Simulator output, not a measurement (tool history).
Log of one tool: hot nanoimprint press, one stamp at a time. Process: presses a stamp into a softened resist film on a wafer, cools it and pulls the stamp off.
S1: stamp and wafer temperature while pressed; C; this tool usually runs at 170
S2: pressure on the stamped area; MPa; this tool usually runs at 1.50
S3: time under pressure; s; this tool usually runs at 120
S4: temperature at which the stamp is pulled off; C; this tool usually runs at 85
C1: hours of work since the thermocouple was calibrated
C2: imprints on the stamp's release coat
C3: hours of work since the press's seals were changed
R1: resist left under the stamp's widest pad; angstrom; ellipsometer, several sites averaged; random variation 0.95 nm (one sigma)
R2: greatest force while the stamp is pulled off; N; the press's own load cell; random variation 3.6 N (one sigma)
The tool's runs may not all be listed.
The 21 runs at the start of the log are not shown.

{"run": 22, "hour": 205.6, "S1": 170, "S2": 2.32, "S3": 87, "S4": 85, "C1": 203, "C2": 277, "C3": 145, "R1": 1290, "R2": 182}
{"run": 23, "hour": 214.2, "S1": 177, "S2": 2.2, "S3": 161, "S4": 79, "C1": 207, "C2": 295, "C3": 149, "R1": 738, "R2": 209}
{"run": 24, "hour": 222.1, "S1": 177, "S2": 2.2, "S3": 161, "S4": 79, "C1": 211, "C2": 312, "C3": 153, "R1": 738, "R2": 210}
{"run": 25, "hour": 230.4, "S1": 170, "S2": 1.5, "S3": 178, "S4": 80, "C1": 215, "C2": 330, "C3": 157, "R1": 1175, "R2": 219}
{"run": 26, "hour": 237.1, "S1": 168, "S2": 2.1, "S3": 132, "S4": 85, "C1": 219, "C2": 344, "C3": 160, "R1": 1275, "R2": 187}
{"run": 27, "hour": 250.2, "S1": 161, "S2": 1.5, "S3": 120, "S4": 90, "C1": 225, "C2": 372, "C3": 167, "R1": 1916, "R2": 162}
{"run": 28, "hour": 263.0, "S1": 170, "S2": 1.42, "S3": 89, "S4": 90, "C1": 231, "C2": 400, "C3": 173, "R1": 1524, "R2": 157}
{"run": 29, "hour": 274.3, "S1": 168, "S2": 1.74, "S3": 199, "S4": 92, "C1": 237, "C2": 424, "C3": 179, "R1": 1176, "R2": 148}
{"run": 30, "hour": 283.6, "S1": 161, "S2": 1.06, "S3": 120, "S4": 85, "C1": 242, "C2": 444, "C3": 183, "R1": 2030, "R2": 188}

What if the next run were any one of these 4? Each begins from the tool's condition after run 30:
{"run": "A", "hour": 290.3, "S1": 180, "S2": 1.5, "S3": 120, "S4": 75, "C1": 245, "C2": 458, "C3": 187, "R1": "?", "R2": "?"}
{"run": "B", "hour": 290.3, "S1": 170, "S2": 1.5, "S3": 71, "S4": 79, "C1": 245, "C2": 458, "C3": 187, "R1": "?", "R2": "?"}
{"run": "C", "hour": 290.3, "S1": 161, "S2": 1.06, "S3": 122, "S4": 85, "C1": 245, "C2": 458, "C3": 187, "R1": "?", "R2": "?"}
{"run": "D", "hour": 290.3, "S1": 169, "S2": 1.5, "S3": 120, "S4": 81, "C1": 245, "C2": 458, "C3": 187, "R1": "?", "R2": "?"}

run=A R1=881 R2=239
run=B R1=1598 R2=216
run=C R1=2042 R2=186
run=D R1=1411 R2=212
Without the tool's hidden state the same runs would have given:
run=A R1=864 R2=222
run=B R1=1574 R2=200
run=C R1=2024 R2=172
run=D R1=1387 R2=197
